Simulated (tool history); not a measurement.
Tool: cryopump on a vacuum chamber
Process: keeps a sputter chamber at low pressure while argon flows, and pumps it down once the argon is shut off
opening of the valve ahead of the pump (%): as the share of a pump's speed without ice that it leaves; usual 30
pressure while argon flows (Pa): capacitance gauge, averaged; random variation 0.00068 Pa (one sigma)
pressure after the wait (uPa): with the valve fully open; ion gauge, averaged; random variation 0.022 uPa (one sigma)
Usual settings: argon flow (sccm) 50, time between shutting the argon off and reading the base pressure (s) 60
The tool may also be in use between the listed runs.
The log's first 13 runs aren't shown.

| run | hour | argon flow (sccm) | time between shutting the argon off and reading the base pressure (s) | opening of the valve ahead of the pump (%) | hours of work since the pump was warmed up and emptied | hours of work since the cold head was overhauled | hours of work since the chamber's fittings were tightened | pressure while argon flows (Pa) | pressure after the wait (uPa) |
|---|---|---|---|---|---|---|---|---|---|
|  | 343.1 | pump warmed up, emptied and cooled again |
| 14 | 361.4 | 45 | 60 | 30 | 12 | 510 | 325 | 0.1035 | 0.67 |
| 15 | 381.4 | 50 | 128 | 30 | 25 | 524 | 339 | 0.1162 | 0.44 |
| 16 | 399.8 | 50 | 142 | 30 | 37 | 536 | 351 | 0.1168 | 0.41 |
| 17 | 419.4 | 50 | 104 | 19 | 50 | 549 | 364 | 0.1816 | 0.54 |
| 18 | 437.1 | 30 | 51 | 15 | 62 | 560 | 375 | 0.1389 | 0.79 |
| 19 | 460.9 | 30 | 90 | 15 | 78 | 576 | 391 | 0.1394 | 0.56 |
| 20 | 496.2 | 30 | 90 | 15 | 101 | 599 | 414 | 0.1378 | 0.57 |
| 21 | 524.6 | 33 | 104 | 24 | 120 | 618 | 433 | 0.0961 | 0.53 |
| 22 | 554.1 | 73 | 41 | 52 | 139 | 638 | 453 | 0.1001 | 0.99 |
| 23 | 578.8 | 24 | 161 | 53 | 156 | 654 | 469 | 0.0322 | 0.42 |
| 24 | 606.0 | 59 | 25 | 33 | 174 | 672 | 487 | 0.1277 | 1.56 |
| 25 | 639.7 | 59 | 25 | 33 | 196 | 694 | 509 | 0.1278 | 1.45 |
| 26 | 673.3 | 86 | 115 | 29 | 218 | 716 | 531 | 0.2088 | 0.51 |
| 27 | 690.5 | 29 | 112 | 39 | 229 | 728 | 543 | 0.0537 | 0.53 |
| 28 | 723.1 | 29 | 168 | 39 | 251 | 749 | 564 | 0.0532 | 0.45 |
| 29 | 743.8 | 29 | 32 | 44 | 265 | 763 | 578 | 0.0471 | 1.22 |
| 30 | 778.2 | 50 | 253 | 37 | 287 | 786 | 601 | 0.0962 | 0.38 |

4 ways to go on from here, each from the tool as it stands after run 30. What would each give?
| A | 813.4 | 50 | 60 | 52 | 310 | 809 | 624 | ? | ? |
| B | 813.4 | 26 | 253 | 37 | 310 | 809 | 624 | ? | ? |
| C | 813.4 | 50 | 45 | 30 | 310 | 809 | 624 | ? | ? |
| D | 813.4 | 50 | 60 | 53 | 310 | 809 | 624 | ? | ? |

| run | pressure while argon flows (Pa) | pressure after the wait (uPa) |
|---|---|---|
| A | 0.0705 | 0.76 |
| B | 0.0503 | 0.42 |
| C | 0.1189 | 0.93 |
| D | 0.0691 | 0.77 |
Without the tool's hidden state the same runs would have given:
| run | pressure while argon flows (Pa) | pressure after the wait (uPa) |
|---|---|---|
| A | 0.0664 | 0.62 |
| B | 0.0482 | 0.27 |
| C | 0.1148 | 0.79 |
| D | 0.0650 | 0.62 |
